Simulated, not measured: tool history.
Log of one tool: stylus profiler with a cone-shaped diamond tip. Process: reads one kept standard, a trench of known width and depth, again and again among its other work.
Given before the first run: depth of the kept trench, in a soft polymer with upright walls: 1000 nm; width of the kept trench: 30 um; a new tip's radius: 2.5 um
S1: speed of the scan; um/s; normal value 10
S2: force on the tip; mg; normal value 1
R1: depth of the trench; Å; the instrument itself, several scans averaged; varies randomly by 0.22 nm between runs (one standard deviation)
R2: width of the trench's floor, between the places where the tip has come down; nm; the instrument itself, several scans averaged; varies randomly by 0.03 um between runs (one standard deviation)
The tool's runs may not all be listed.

run,hour,S1,S2,R1,R2
1,0,10,1,10093.5,25420
2,18.6,10,1,10090.5,25410
3,38.2,10,1,10092.7,25430
4,60.6,10,1,10088.8,25400
5,85.5,10,1,10094.1,25380
6,99.2,10,1,10088.1,25310
7,121,10,1,10087.8,25350
8,133.5,10,0.41,10060.2,25320
9,155.1,10,0.41,10061.3,25320
10,176.9,10,0.41,10061.8,25280
11,196.4,10,0.41,10062.3,25290
12,218.2,22,1,10091.9,25230
13,237.2,22,1,10101.1,25220
14,252,10,1,10094.6,25320
15,268.6,10,1,10096.9,25280
16,289.1,35,1,10094.2,25170
17,304.4,35,1,10095.9,25110
18,321.1,4,1,10097.2,25250
19,339.7,4,1,10096.6,25290
20,354.2,10,1,10097.9,25210
21,377.3,10,1,10099.6,25200
22,400.6,10,1,10102,25160
23,411,10,1,10101.3,25130
24,433.3,10,2.81,10167.4,25170
25,448.9,10,2.81,10170.5,25170
26,468.3,10,2.81,10170.4,25150
27,483.2,18,0.39,10071.9,25040
28,507.5,18,0.39,10073.3,25040
29,525.3,28,0.8,10092.6,25030
30,539.9,28,0.8,10092.4,25040
31,554.6,4,0.55,10082.9,25110
32,579.6,10,2.11,10144.7,25140
33,599.5,35,2.47,10162.8,25000
34,616.5,35,2.47,10159.2,25000
35,635.2,10,1.86,10143.8,25000
36,657.8,10,1.22,10114.6,25040
37,669.5,18,0.56,10088.5,24980
38,680.9,18,0.56,10080.1,24920
39,704.6,25,1.6,10133.6,24980
40,724.9,3,1.57,10134.9,25020
41,749.4,3,1.57,10132.3,25010
42,773.3,10,2.11,10154.7,24960
43,797.5,11,0.48,10087.4,24910
44,819.8,5,2.41,10167.6,24970
# hour 836: height scale calibrated on a step standard
45,844.1,24,1,10064.8,24870
46,865.6,24,1,10067.9,24840
47,878.9,10,0.45,10037.1,24890

What if the next run were any one of these 3? Each begins from the tool's condition after run 47:
A,903.4,5,1,?,?
B,903.4,30,1,?,?
C,903.4,10,1.46,?,?

run,R1,R2
A,10063.4,24930
B,10064,24850
C,10081.2,24830
With the hidden condition removed and each run's random variation left untouched, the same runs would have given:
run,R1,R2
A,10065.8,26030
B,10066.4,25950
C,10083.5,25930

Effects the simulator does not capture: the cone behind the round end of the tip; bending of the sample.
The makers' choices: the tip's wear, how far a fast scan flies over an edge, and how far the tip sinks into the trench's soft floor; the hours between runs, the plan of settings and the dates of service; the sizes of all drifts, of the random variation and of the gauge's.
